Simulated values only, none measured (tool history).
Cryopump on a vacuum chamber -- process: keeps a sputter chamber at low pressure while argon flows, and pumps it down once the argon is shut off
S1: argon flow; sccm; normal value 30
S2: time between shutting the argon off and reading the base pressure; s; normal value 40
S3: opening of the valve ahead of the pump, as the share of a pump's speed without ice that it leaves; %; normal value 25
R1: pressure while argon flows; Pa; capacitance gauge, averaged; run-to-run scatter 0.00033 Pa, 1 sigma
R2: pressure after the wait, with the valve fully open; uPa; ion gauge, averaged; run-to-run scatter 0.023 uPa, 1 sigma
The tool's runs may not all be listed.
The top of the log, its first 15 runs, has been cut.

run,hour,S1,S2,S3,R1,R2
16,451.7,30,40,21,0.1011,1.16
17,488.2,30,40,26,0.0825,1.14
18,532.7,30,40,26,0.0823,1.16
# hour 550.2: pump warmed up, emptied and cooled again
19,561.5,30,22,47,0.0443,1.54
20,609.7,42,238,25,0.1158,0.64
21,633.5,25,238,19,0.0910,0.64
22,672.9,23,65,56,0.0292,0.94
23,712.9,16,180,31,0.0363,0.70
24,739.2,27,134,17,0.1110,0.77
25,784.6,16,40,27,0.0421,1.19
26,806.2,52,40,27,0.1365,1.25
27,839.5,16,40,26,0.0433,1.22
28,866.5,25,40,52,0.0355,1.22
29,889.0,25,40,52,0.0355,1.25
30,911.5,18,46,16,0.0797,1.13
# hour 948.5: pump warmed up, emptied and cooled again
31,953.2,18,46,16,0.0773,1.06
32,976.5,30,40,26,0.0791,1.15
33,1003.3,26,100,49,0.0376,0.85

3 options for the next run, each taken on its own from the tool as it stands now. Forecast them:
A,1036.7,26,64,27,?,?
B,1036.7,55,27,38,?,?
C,1036.7,30,37,27,?,?

run,R1,R2
A,0.0673,1.01
B,0.1015,1.52
C,0.0771,1.28
Stripped of hidden state, with their random variation kept, the same runs would have yielded:
run,R1,R2
A,0.0660,0.48
B,0.0987,0.99
C,0.0756,0.76

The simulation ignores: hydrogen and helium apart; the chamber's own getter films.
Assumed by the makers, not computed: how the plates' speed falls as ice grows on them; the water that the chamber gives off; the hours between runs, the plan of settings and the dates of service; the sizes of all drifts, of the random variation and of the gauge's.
